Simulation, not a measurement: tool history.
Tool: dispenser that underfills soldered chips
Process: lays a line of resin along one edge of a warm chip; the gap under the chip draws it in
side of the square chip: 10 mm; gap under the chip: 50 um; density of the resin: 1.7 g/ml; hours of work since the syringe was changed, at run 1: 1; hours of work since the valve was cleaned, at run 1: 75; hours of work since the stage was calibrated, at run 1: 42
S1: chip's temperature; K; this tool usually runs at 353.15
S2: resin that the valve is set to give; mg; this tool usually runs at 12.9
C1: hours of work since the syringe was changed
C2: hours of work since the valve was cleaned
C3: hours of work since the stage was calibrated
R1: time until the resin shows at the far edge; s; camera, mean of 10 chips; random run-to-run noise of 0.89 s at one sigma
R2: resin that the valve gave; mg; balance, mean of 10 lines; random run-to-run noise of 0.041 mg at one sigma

{"run": 1, "day": 0.0, "S1": 353.15, "S2": 12.9, "C1": 1, "C2": 75, "C3": 42, "R1": 88.9, "R2": 12.55}
{"day": 0.367, "done": "new syringe of resin"}
{"run": 2, "day": 0.45, "S1": 353.15, "S2": 12.9, "C1": 1, "C2": 82, "C3": 49, "R1": 91.6, "R2": 12.54}
{"day": 0.838, "done": "new syringe of resin"}
{"run": 3, "day": 0.871, "S1": 353.15, "S2": 12.9, "C1": 1, "C2": 89, "C3": 56, "R1": 84.8, "R2": 12.48}
{"day": 1.138, "done": "dispensing valve cleaned and set on the balance"}
{"day": 1.3, "done": "new syringe of resin"}
{"run": 4, "day": 1.412, "S1": 353.15, "S2": 12.9, "C1": 2, "C2": 4, "C3": 64, "R1": 93.5, "R2": 12.88}
{"day": 1.721, "done": "new syringe of resin"}
{"run": 5, "day": 1.779, "S1": 353.15, "S2": 12.9, "C1": 1, "C2": 10, "C3": 70, "R1": 86.5, "R2": 12.84}
{"day": 2.158, "done": "new syringe of resin"}
{"run": 6, "day": 2.204, "S1": 342.15, "S2": 16.0, "C1": 1, "C2": 17, "C3": 76, "R1": 147.1, "R2": 15.89}
{"day": 2.596, "done": "new syringe of resin"}
{"run": 7, "day": 2.704, "S1": 342.15, "S2": 12.2, "C1": 2, "C2": 25, "C3": 84, "R1": 160.9, "R2": 12.13}
{"day": 3.05, "done": "new syringe of resin"}
{"run": 8, "day": 3.388, "S1": 358.15, "S2": 13.8, "C1": 5, "C2": 35, "C3": 95, "R1": 93.4, "R2": 13.65}
{"day": 3.483, "done": "new syringe of resin"}
{"day": 3.908, "done": "new syringe of resin"}
{"run": 9, "day": 3.979, "S1": 358.15, "S2": 13.8, "C1": 1, "C2": 45, "C3": 104, "R1": 70.6, "R2": 13.57}
{"day": 4.338, "done": "new syringe of resin"}
{"run": 10, "day": 4.338, "S1": 358.15, "S2": 13.8, "C1": 0, "C2": 50, "C3": 110, "R1": 63.9, "R2": 13.53}

Alternative continuations, all from the tool just after run 10; predict every row:
{"run": "A", "day": 4.646, "S1": 362.15, "S2": 13.8, "C1": 5, "C2": 55, "C3": 115, "R1": "?", "R2": "?"}
{"run": "B", "day": 4.646, "S1": 353.15, "S2": 12.8, "C1": 5, "C2": 55, "C3": 115, "R1": "?", "R2": "?"}
{"run": "C", "day": 4.646, "S1": 364.15, "S2": 15.5, "C1": 5, "C2": 55, "C3": 115, "R1": "?", "R2": "?"}

run=A R1=71.9 R2=13.54
run=B R1=112.8 R2=12.39
run=C R1=65.1 R2=15.16
The same runs, with their run-to-run variation unchanged, on a tool lacking any hidden condition would have given:
run=A R1=53.2 R2=13.85
run=B R1=83.7 R2=12.68
run=C R1=48.2 R2=15.51
